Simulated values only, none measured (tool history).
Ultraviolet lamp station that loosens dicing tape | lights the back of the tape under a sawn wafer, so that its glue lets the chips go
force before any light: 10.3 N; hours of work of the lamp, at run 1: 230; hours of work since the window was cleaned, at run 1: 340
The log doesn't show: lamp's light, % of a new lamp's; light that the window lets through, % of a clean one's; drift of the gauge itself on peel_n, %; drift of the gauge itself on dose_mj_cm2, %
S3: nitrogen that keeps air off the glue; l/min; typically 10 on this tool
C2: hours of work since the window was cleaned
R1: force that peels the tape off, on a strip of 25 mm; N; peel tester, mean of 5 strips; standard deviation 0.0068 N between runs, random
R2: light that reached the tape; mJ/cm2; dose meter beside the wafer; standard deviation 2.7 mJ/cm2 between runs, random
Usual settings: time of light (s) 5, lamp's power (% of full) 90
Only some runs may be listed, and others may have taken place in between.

{"run": 1, "day": 0.0, "time of light (s)": 5, "lamp's power (% of full)": 90, "S3": 10, "hours of work of the lamp": 230, "C2": 340, "R1": 0.349, "R2": 324}
{"run": 2, "day": 0.562, "time of light (s)": 5, "lamp's power (% of full)": 90, "S3": 10, "hours of work of the lamp": 236, "C2": 346, "R1": 0.348, "R2": 319}
{"run": 3, "day": 1.167, "time of light (s)": 5, "lamp's power (% of full)": 90, "S3": 10, "hours of work of the lamp": 242, "C2": 353, "R1": 0.346, "R2": 318}
{"run": 4, "day": 1.758, "time of light (s)": 5, "lamp's power (% of full)": 90, "S3": 10, "hours of work of the lamp": 248, "C2": 359, "R1": 0.35, "R2": 317}
{"run": 5, "day": 2.342, "time of light (s)": 5, "lamp's power (% of full)": 90, "S3": 10, "hours of work of the lamp": 255, "C2": 365, "R1": 0.364, "R2": 314}
{"run": 6, "day": 2.908, "time of light (s)": 5, "lamp's power (% of full)": 90, "S3": 10, "hours of work of the lamp": 260, "C2": 371, "R1": 0.353, "R2": 309}
{"run": 7, "day": 3.512, "time of light (s)": 5, "lamp's power (% of full)": 90, "S3": 10, "hours of work of the lamp": 267, "C2": 378, "R1": 0.361, "R2": 313}
{"run": 8, "day": 3.921, "time of light (s)": 5, "lamp's power (% of full)": 90, "S3": 6, "hours of work of the lamp": 271, "C2": 382, "R1": 0.632, "R2": 313}
{"run": 9, "day": 4.267, "time of light (s)": 5, "lamp's power (% of full)": 90, "S3": 6, "hours of work of the lamp": 275, "C2": 386, "R1": 0.666, "R2": 316}
{"run": 10, "day": 4.721, "time of light (s)": 5, "lamp's power (% of full)": 90, "S3": 6, "hours of work of the lamp": 280, "C2": 390, "R1": 0.65, "R2": 311}
{"run": 11, "day": 5.329, "time of light (s)": 5, "lamp's power (% of full)": 90, "S3": 10, "hours of work of the lamp": 286, "C2": 397, "R1": 0.391, "R2": 312}
{"run": 12, "day": 5.908, "time of light (s)": 5, "lamp's power (% of full)": 78, "S3": 10, "hours of work of the lamp": 292, "C2": 403, "R1": 0.549, "R2": 266}
{"day": 5.962, "done": "window cleaned of glue's vapour"}
{"run": 13, "day": 6.317, "time of light (s)": 5, "lamp's power (% of full)": 78, "S3": 10, "hours of work of the lamp": 296, "C2": 4, "R1": 0.633, "R2": 251}
{"run": 14, "day": 6.938, "time of light (s)": 5, "lamp's power (% of full)": 78, "S3": 10, "hours of work of the lamp": 303, "C2": 10, "R1": 0.646, "R2": 255}
{"run": 15, "day": 7.425, "time of light (s)": 5, "lamp's power (% of full)": 90, "S3": 10, "hours of work of the lamp": 308, "C2": 16, "R1": 0.443, "R2": 290}
{"run": 16, "day": 7.962, "time of light (s)": 5, "lamp's power (% of full)": 90, "S3": 10, "hours of work of the lamp": 314, "C2": 21, "R1": 0.44, "R2": 286}
{"day": 8.5, "done": "window cleaned of glue's vapour, once more"}
{"run": 17, "day": 8.758, "time of light (s)": 5, "lamp's power (% of full)": 90, "S3": 10, "hours of work of the lamp": 322, "C2": 3, "R1": 0.281, "R2": 346}
{"run": 18, "day": 9.188, "time of light (s)": 5, "lamp's power (% of full)": 82, "S3": 10, "hours of work of the lamp": 327, "C2": 7, "R1": 0.368, "R2": 312}
{"run": 19, "day": 9.617, "time of light (s)": 5, "lamp's power (% of full)": 82, "S3": 10, "hours of work of the lamp": 331, "C2": 12, "R1": 0.381, "R2": 309}
{"run": 20, "day": 10.308, "time of light (s)": 5, "lamp's power (% of full)": 82, "S3": 10, "hours of work of the lamp": 338, "C2": 19, "R1": 0.376, "R2": 313}
{"run": 21, "day": 10.812, "time of light (s)": 5, "lamp's power (% of full)": 82, "S3": 10, "hours of work of the lamp": 344, "C2": 24, "R1": 0.393, "R2": 314}
{"run": 22, "day": 11.592, "time of light (s)": 3, "lamp's power (% of full)": 90, "S3": 9, "hours of work of the lamp": 352, "C2": 33, "R1": 1.206, "R2": 202}
{"run": 23, "day": 12.258, "time of light (s)": 5, "lamp's power (% of full)": 61, "S3": 3, "hours of work of the lamp": 359, "C2": 40, "R1": 2.246, "R2": 229}
{"run": 24, "day": 12.683, "time of light (s)": 6, "lamp's power (% of full)": 75, "S3": 15, "hours of work of the lamp": 364, "C2": 44, "R1": 0.205, "R2": 340}
{"run": 25, "day": 13.246, "time of light (s)": 6, "lamp's power (% of full)": 75, "S3": 15, "hours of work of the lamp": 369, "C2": 50, "R1": 0.203, "R2": 335}
{"run": 26, "day": 13.908, "time of light (s)": 5, "lamp's power (% of full)": 90, "S3": 10, "hours of work of the lamp": 376, "C2": 57, "R1": 0.316, "R2": 335}
{"run": 27, "day": 14.671, "time of light (s)": 2, "lamp's power (% of full)": 76, "S3": 18, "hours of work of the lamp": 385, "C2": 65, "R1": 2.194, "R2": 111}
{"run": 28, "day": 15.038, "time of light (s)": 5, "lamp's power (% of full)": 90, "S3": 13, "hours of work of the lamp": 388, "C2": 69, "R1": 0.225, "R2": 326}
{"run": 29, "day": 15.483, "time of light (s)": 2, "lamp's power (% of full)": 72, "S3": 16, "hours of work of the lamp": 393, "C2": 74, "R1": 2.46, "R2": 106}
{"run": 30, "day": 16.142, "time of light (s)": 2, "lamp's power (% of full)": 72, "S3": 16, "hours of work of the lamp": 400, "C2": 81, "R1": 2.634, "R2": 106}
{"run": 31, "day": 16.846, "time of light (s)": 4, "lamp's power (% of full)": 64, "S3": 3, "hours of work of the lamp": 408, "C2": 88, "R1": 2.849, "R2": 190}
{"run": 32, "day": 17.192, "time of light (s)": 5, "lamp's power (% of full)": 90, "S3": 11, "hours of work of the lamp": 411, "C2": 92, "R1": 0.297, "R2": 327}
{"run": 33, "day": 17.654, "time of light (s)": 5, "lamp's power (% of full)": 90, "S3": 4, "hours of work of the lamp": 416, "C2": 97, "R1": 0.885, "R2": 322}
{"run": 34, "day": 18.367, "time of light (s)": 5, "lamp's power (% of full)": 90, "S3": 4, "hours of work of the lamp": 424, "C2": 104, "R1": 0.873, "R2": 330}
{"run": 35, "day": 19.062, "time of light (s)": 5, "lamp's power (% of full)": 63, "S3": 3, "hours of work of the lamp": 431, "C2": 112, "R1": 2.217, "R2": 231}
{"run": 36, "day": 19.654, "time of light (s)": 8, "lamp's power (% of full)": 63, "S3": 4, "hours of work of the lamp": 437, "C2": 118, "R1": 0.67, "R2": 362}
{"run": 37, "day": 20.283, "time of light (s)": 10, "lamp's power (% of full)": 87, "S3": 5, "hours of work of the lamp": 444, "C2": 125, "R1": 0.152, "R2": 623}

What if the next run were any one of these 4? Each begins from the tool's condition after run 37:
{"run": "A", "day": 20.679, "time of light (s)": 4, "lamp's power (% of full)": 73, "S3": 5, "hours of work of the lamp": 448, "C2": 129, "R1": "?", "R2": "?"}
{"run": "B", "day": 20.679, "time of light (s)": 3, "lamp's power (% of full)": 90, "S3": 10, "hours of work of the lamp": 448, "C2": 129, "R1": "?", "R2": "?"}
{"run": "C", "day": 20.679, "time of light (s)": 3, "lamp's power (% of full)": 77, "S3": 3, "hours of work of the lamp": 448, "C2": 129, "R1": "?", "R2": "?"}
{"run": "D", "day": 20.679, "time of light (s)": 5, "lamp's power (% of full)": 70, "S3": 19, "hours of work of the lamp": 448, "C2": 129, "R1": "?", "R2": "?"}

run=A R1=1.741 R2=209
run=B R1=1.194 R2=194
run=C R1=3.251 R2=166
run=D R1=0.371 R2=250
Take away the tool's hidden state, keep each run's random variation, and the runs would have read:
run=A R1=1.352 R2=240
run=B R1=0.882 R2=223
run=C R1=2.755 R2=191
run=D R1=0.252 R2=287

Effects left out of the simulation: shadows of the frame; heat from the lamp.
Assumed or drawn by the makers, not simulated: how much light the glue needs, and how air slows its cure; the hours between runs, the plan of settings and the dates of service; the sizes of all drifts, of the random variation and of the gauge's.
